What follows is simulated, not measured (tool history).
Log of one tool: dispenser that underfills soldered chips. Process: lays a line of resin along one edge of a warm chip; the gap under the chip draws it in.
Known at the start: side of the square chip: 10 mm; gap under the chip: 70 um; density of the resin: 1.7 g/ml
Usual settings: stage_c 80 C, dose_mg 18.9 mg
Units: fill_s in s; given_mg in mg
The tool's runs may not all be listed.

| run | day | stage_c | dose_mg | fill_s | given_mg |
|---|---|---|---|---|---|
| 1 | 0 | 80 | 18.9 | 100.8 | 17.12 |
|  | 0.104 | new syringe of resin |
| 2 | 0.179 | 80 | 18.9 | 67.9 | 17.13 |
| 3 | 0.271 | 80 | 23.7 | 72.5 | 21.55 |
| 4 | 0.392 | 80 | 23.7 | 83.6 | 21.54 |
| 5 | 0.558 | 80 | 23.7 | 105.1 | 21.42 |
|  | 0.608 | new syringe of resin |
| 6 | 0.758 | 80 | 23.7 | 72.7 | 21.34 |
| 7 | 0.879 | 80 | 18.8 | 85.4 | 16.88 |
| 8 | 0.958 | 80 | 18.8 | 96.5 | 16.9 |
|  | 1.117 | new syringe of resin |
| 9 | 1.142 | 80 | 18.8 | 63.8 | 16.76 |
| 10 | 1.275 | 80 | 23.4 | 71.7 | 21.02 |
| 11 | 1.4 | 80 | 23.4 | 83 | 20.87 |
| 12 | 1.525 | 82 | 18.9 | 92.7 | 16.89 |
|  | 1.596 | dispensing valve cleaned and set on the balance |
|  | 1.658 | new syringe of resin |
| 13 | 1.725 | 82 | 18.9 | 59.6 | 18.86 |
| 14 | 1.862 | 80 | 18.9 | 77.1 | 18.83 |
| 15 | 1.962 | 90 | 18.9 | 60 | 18.74 |
| 16 | 2.083 | 92 | 18.9 | 61.6 | 18.79 |
|  | 2.158 | new syringe of resin |
| 17 | 2.262 | 95 | 21.3 | 36.6 | 20.99 |
| 18 | 2.362 | 75 | 24.4 | 92 | 24.12 |
| 19 | 2.488 | 75 | 24.4 | 105.2 | 24 |
| 20 | 2.629 | 75 | 24.4 | 127.7 | 24.1 |
|  | 2.662 | new syringe of resin |
| 21 | 2.754 | 75 | 24.4 | 79.8 | 24.14 |
| 22 | 2.846 | 71 | 19.8 | 107.9 | 19.45 |
| 23 | 2.979 | 89 | 19.8 | 61.5 | 19.41 |
| 24 | 3.108 | 87 | 18.9 | 77.4 | 18.37 |
|  | 3.171 | new syringe of resin |
| 25 | 3.217 | 87 | 18.9 | 48.3 | 18.5 |
| 26 | 3.388 | 67 | 21.9 | 136.7 | 21.47 |
| 27 | 3.492 | 67 | 21.9 | 152.9 | 21.35 |
|  | 3.671 | new syringe of resin |
| 28 | 3.679 | 80 | 24.3 | 59.1 | 23.54 |

Forecast each of these 3 alternatives for the next run:
| A | 3.817 | 74 | 19.2 | ? | ? |
| B | 3.817 | 67 | 20.5 | ? | ? |
| C | 3.817 | 80 | 16.2 | ? | ? |

| run | fill_s | given_mg |
|---|---|---|
| A | 92.1 | 18.57 |
| B | 122.7 | 19.84 |
| C | 74.3 | 15.66 |
Without the tool's hidden state the same runs would have given:
| run | fill_s | given_mg |
|---|---|---|
| A | 80.8 | 19.09 |
| B | 107.9 | 20.4 |
| C | 64.8 | 16.1 |
